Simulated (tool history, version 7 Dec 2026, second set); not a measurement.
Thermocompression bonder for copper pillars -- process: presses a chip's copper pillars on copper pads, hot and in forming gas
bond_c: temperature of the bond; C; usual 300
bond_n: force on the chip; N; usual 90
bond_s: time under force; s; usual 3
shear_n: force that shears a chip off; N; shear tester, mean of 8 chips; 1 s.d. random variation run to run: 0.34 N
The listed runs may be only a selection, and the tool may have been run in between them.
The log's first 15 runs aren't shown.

run	hour	bond_c	bond_n	bond_s	hours of work since the heater was calibrated	hours of work since the force cell was calibrated	hours of work since the gas filter was changed	shear_n
16	282	300	90	3	646	793	87	62.7
17	303.6	300	90	3	658	805	99	62.7
18	314.8	300	119	3	665	811	105	73.7
19	332.7	274	72	3	675	821	115	41
20	345.8	274	72	3	682	829	123	41.3
21	356.1	274	72	3	688	834	129	41.2
22	375.7	292	71	4	699	845	140	53.8
23	391	290	71	3	707	854	148	47.8
24	412.9	290	71	6	720	866	161	60.3
25	427.9	290	71	6	728	875	169	59.6
26	439	300	90	4	734	881	175	66.7
27	449.6	300	90	4	740	887	181	66.6
28	463.1	289	110	2	748	895	189	56.4
29	474.4	300	82	3	754	901	195	56.4
30	490	300	82	3	763	910	204	56.7
31	513.8	291	90	3	777	923	217	56.5
32	535.6	300	90	3	789	936	230	60.2
33	552.3	300	90	4	798	945	239	65.5
34	564.9	300	91	4	805	952	246	65.9
35	589.2	300	91	4	819	966	260	64.7
36	607.6	300	86	5	829	976	270	66.6

Forecast each of these 3 alternatives for the next run:
A	621	303	90	3	837	984	278	?
B	621	271	90	4	837	984	278	?
C	621	306	90	9	837	984	278	?

run	shear_n
A	60.4
B	50.8
C	79.8
What these runs would have given with no unlogged condition in the tool:
run	shear_n
A	60.9
B	50.2
C	83.5
